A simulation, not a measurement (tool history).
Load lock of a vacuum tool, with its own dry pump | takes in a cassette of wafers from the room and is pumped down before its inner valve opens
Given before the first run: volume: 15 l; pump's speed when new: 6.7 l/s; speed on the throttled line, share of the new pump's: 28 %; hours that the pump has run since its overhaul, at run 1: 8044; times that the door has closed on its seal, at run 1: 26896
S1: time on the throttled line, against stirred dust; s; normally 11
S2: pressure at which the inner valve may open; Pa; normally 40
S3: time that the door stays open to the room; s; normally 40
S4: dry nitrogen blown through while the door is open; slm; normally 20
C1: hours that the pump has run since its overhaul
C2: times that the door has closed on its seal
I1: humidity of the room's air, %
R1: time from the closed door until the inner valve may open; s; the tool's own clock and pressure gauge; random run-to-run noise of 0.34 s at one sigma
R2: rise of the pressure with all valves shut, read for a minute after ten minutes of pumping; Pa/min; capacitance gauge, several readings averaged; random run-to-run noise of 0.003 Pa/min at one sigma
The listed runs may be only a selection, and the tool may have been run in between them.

Run 1, hour 0: usual settings; C1 8044; C2 26896; I1 40.6. Result: R1 28.5 s, R2 0.2 Pa/min.
Run 2, hour 417.9: usual settings but S4 7 slm; C1 8462; C2 27662; I1 44.5. Result: R1 28.3 s, R2 0.24 Pa/min.
Run 3, hour 725.1: usual settings but S2 66 Pa; C1 8769; C2 28225; I1 46.8. Result: R1 27.6 s, R2 0.22 Pa/min.
Run 4, hour 1110.4: usual settings but S2 66 Pa; C1 9154; C2 28931; I1 49.4. Result: R1 27.5 s, R2 0.229 Pa/min.
Run 5, hour 1466: usual settings but S2 66 Pa; C1 9510; C2 29582; I1 45.1. Result: R1 27.3 s, R2 0.235 Pa/min.
Run 6, hour 1814.8: usual settings but S2 66 Pa, S4 13 slm; C1 9859; C2 30221; I1 44.9. Result: R1 28.4 s, R2 0.246 Pa/min.
Run 7, hour 2155.3: usual settings but S3 104 s; C1 10199; C2 30845; I1 43.1. Result: R1 29.2 s, R2 0.261 Pa/min.
Run 8, hour 2471.7: usual settings; C1 10516; C2 31424; I1 43.5. Result: R1 29 s, R2 0.254 Pa/min.
Run 9, hour 2943.2: usual settings; C1 10987; C2 32288; I1 42.3. Result: R1 30 s, R2 0.258 Pa/min.
Run 10, hour 3359.4: usual settings; C1 11403; C2 33051; I1 42.4. Result: R1 29.5 s, R2 0.276 Pa/min.
Run 11, hour 3825.6: usual settings; C1 11870; C2 33905; I1 47.6. Result: R1 30.6 s, R2 0.284 Pa/min.
Run 12, hour 4145.9: usual settings but S3 125 s, S4 4 slm; C1 12190; C2 34491; I1 45.2. Result: R1 31 s, R2 0.372 Pa/min.
Run 13, hour 4465.3: usual settings but S3 125 s, S4 4 slm; C1 12509; C2 35076; I1 45.2. Result: R1 30.3 s, R2 0.39 Pa/min.
Run 14, hour 4968.1: usual settings but S1 19 s, S2 67 Pa, S3 217 s, S4 6 slm; C1 13012; C2 35998; I1 42.9. Result: R1 34 s, R2 0.397 Pa/min.
Run 15, hour 5268.5: usual settings but S3 50 s, S4 28 slm; C1 13312; C2 36548; I1 46.8. Result: R1 31.2 s, R2 0.31 Pa/min.
Run 16, hour 5583.2: usual settings but S3 50 s, S4 28 slm; C1 13627; C2 37124; I1 44.4. Result: R1 31 s, R2 0.32 Pa/min.
At hour 5804: dry pump taken out, an overhauled one fitted.
Run 17, hour 5978.7: usual settings but S3 31 s, S4 28 slm; C1 175; C2 37838; I1 48.2. Result: R1 25.5 s, R2 0.329 Pa/min.
Run 18, hour 6274.3: usual settings but S3 31 s, S4 28 slm; C1 470; C2 38379; I1 47.8. Result: R1 26.2 s, R2 0.328 Pa/min.

Branching from run 18: 3 alternative next runs. What would each branch give?
Run A, hour 6542.2: usual settings but S1 19 s, S2 32 Pa, S3 80 s, S4 28 slm; C1 738; C2 38870; I1 42.8. Result: R1 ?, R2 ?.
Run B, hour 6542.2: usual settings but S1 6 s, S3 109 s, S4 7 slm; C1 738; C2 38870; I1 47.7. Result: R1 ?, R2 ?.
Run C, hour 6542.2: usual settings but S3 49 s, S4 28 slm; C1 738; C2 38870; I1 48.5. Result: R1 ?, R2 ?.

run    R1     R2
  A  32.6  0.349
  B  22.5  0.404
  C  26.1  0.342
What these runs would have given with no unlogged condition in the tool:
run    R1     R2
  A  32.1   0.04
  B  21.9  0.097
  C  25.5  0.034
